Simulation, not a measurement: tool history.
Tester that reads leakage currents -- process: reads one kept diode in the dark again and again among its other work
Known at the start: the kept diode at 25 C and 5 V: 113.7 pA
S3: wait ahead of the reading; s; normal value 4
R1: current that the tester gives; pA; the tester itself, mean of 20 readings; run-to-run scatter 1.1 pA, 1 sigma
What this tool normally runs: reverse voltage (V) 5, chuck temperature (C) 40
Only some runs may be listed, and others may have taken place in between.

run 1 hour=0 | reverse_voltage_(V)=5 chuck_temperature_(C)=40 S3=4 | R1=373.26
run 2 hour=199 | reverse_voltage_(V)=5 chuck_temperature_(C)=39 S3=4 | R1=350.44
run 3 hour=298.8 | reverse_voltage_(V)=5 chuck_temperature_(C)=39 S3=4 | R1=350.58
-- hour=353.9 probe card cleaned and baked
run 4 hour=440.2 | reverse_voltage_(V)=5 chuck_temperature_(C)=39 S3=4 | R1=347.97
run 5 hour=625.9 | reverse_voltage_(V)=2.64 chuck_temperature_(C)=40 S3=4 | R1=306.88
run 6 hour=816.5 | reverse_voltage_(V)=1.65 chuck_temperature_(C)=40 S3=4 | R1=267.92
run 7 hour=1020.8 | reverse_voltage_(V)=5 chuck_temperature_(C)=46 S3=4 | R1=585.82
run 8 hour=1159.8 | reverse_voltage_(V)=2.52 chuck_temperature_(C)=40 S3=4 | R1=306.69
run 9 hour=1328.9 | reverse_voltage_(V)=5 chuck_temperature_(C)=22 S3=4 | R1=95.49
run 10 hour=1504.2 | reverse_voltage_(V)=3.34 chuck_temperature_(C)=40 S3=4 | R1=341.6
run 11 hour=1634.4 | reverse_voltage_(V)=3.34 chuck_temperature_(C)=40 S3=4 | R1=342.17
run 12 hour=1771.4 | reverse_voltage_(V)=5 chuck_temperature_(C)=40 S3=4 | R1=387
run 13 hour=1921.3 | reverse_voltage_(V)=5 chuck_temperature_(C)=40 S3=4 | R1=392.14
-- hour=2040 chuck's temperature calibrated
run 14 hour=2130.8 | reverse_voltage_(V)=5 chuck_temperature_(C)=40 S3=4 | R1=358.86
run 15 hour=2272.6 | reverse_voltage_(V)=1.46 chuck_temperature_(C)=30 S3=4 | R1=114.35
-- hour=2356.6 tester calibrated
run 16 hour=2461 | reverse_voltage_(V)=3.71 chuck_temperature_(C)=58 S3=7.52 | R1=1172.65
run 17 hour=2551.7 | reverse_voltage_(V)=4.77 chuck_temperature_(C)=35 S3=5.81 | R1=251.35
run 18 hour=2672.3 | reverse_voltage_(V)=1.15 chuck_temperature_(C)=40 S3=7.88 | R1=232.34
run 19 hour=2766.2 | reverse_voltage_(V)=5.98 chuck_temperature_(C)=30 S3=0.94 | R1=188.78
run 20 hour=2882 | reverse_voltage_(V)=5.98 chuck_temperature_(C)=30 S3=0.94 | R1=187.88
run 21 hour=3081.5 | reverse_voltage_(V)=3.8 chuck_temperature_(C)=40 S3=6.44 | R1=344.2
run 22 hour=3182.2 | reverse_voltage_(V)=10.35 chuck_temperature_(C)=40 S3=4.23 | R1=477.28
run 23 hour=3266.1 | reverse_voltage_(V)=10.35 chuck_temperature_(C)=40 S3=4.23 | R1=477.86
run 24 hour=3439.1 | reverse_voltage_(V)=10.35 chuck_temperature_(C)=40 S3=4.23 | R1=482.5
run 25 hour=3569.8 | reverse_voltage_(V)=10.35 chuck_temperature_(C)=40 S3=1.38 | R1=485.59
run 26 hour=3690.6 | reverse_voltage_(V)=5 chuck_temperature_(C)=40 S3=0.72 | R1=383.51
run 27 hour=3801.2 | reverse_voltage_(V)=2.26 chuck_temperature_(C)=26 S3=0.85 | R1=103.16
-- hour=3882 probe card cleaned and baked
run 28 hour=3980.1 | reverse_voltage_(V)=8.37 chuck_temperature_(C)=40 S3=0.85 | R1=452.83

For some of the steps in R1 from one run to the next: how much would appear even if the tool had no hidden state, given the settings, what came in and random variation, and how much remains for the hidden state plus any gauge scatter that the measured result and the result without hidden state don't share?
Hidden state at play: stray current of the dirty probe card, pA a volt; current scale over the true one, %; true chuck temperature over the reading, C; drift of the gauge itself on leakage_pa, %.
Run 13 -> 14: chuck's temperature calibrated. R1 -33.28 pA: hidden state -33.06, all else -0.22.
Run 15 -> 16: reverse voltage (V) 1.46 -> 3.71, chuck temperature (C) 30 -> 58, S3 4 -> 7.52, tester calibrated. R1 +1058.3 pA: hidden state +12.29, all else +1046.01.
Run 16 -> 17: reverse voltage (V) 3.71 -> 4.77, chuck temperature (C) 58 -> 35, S3 7.52 -> 5.81. R1 -921.3 pA: hidden state -5.59, all else -915.71.
Run 27 -> 28: reverse voltage (V) 2.26 -> 8.37, chuck temperature (C) 26 -> 40, probe card cleaned and baked. R1 +349.67 pA: hidden state +14.12, all else +335.55.
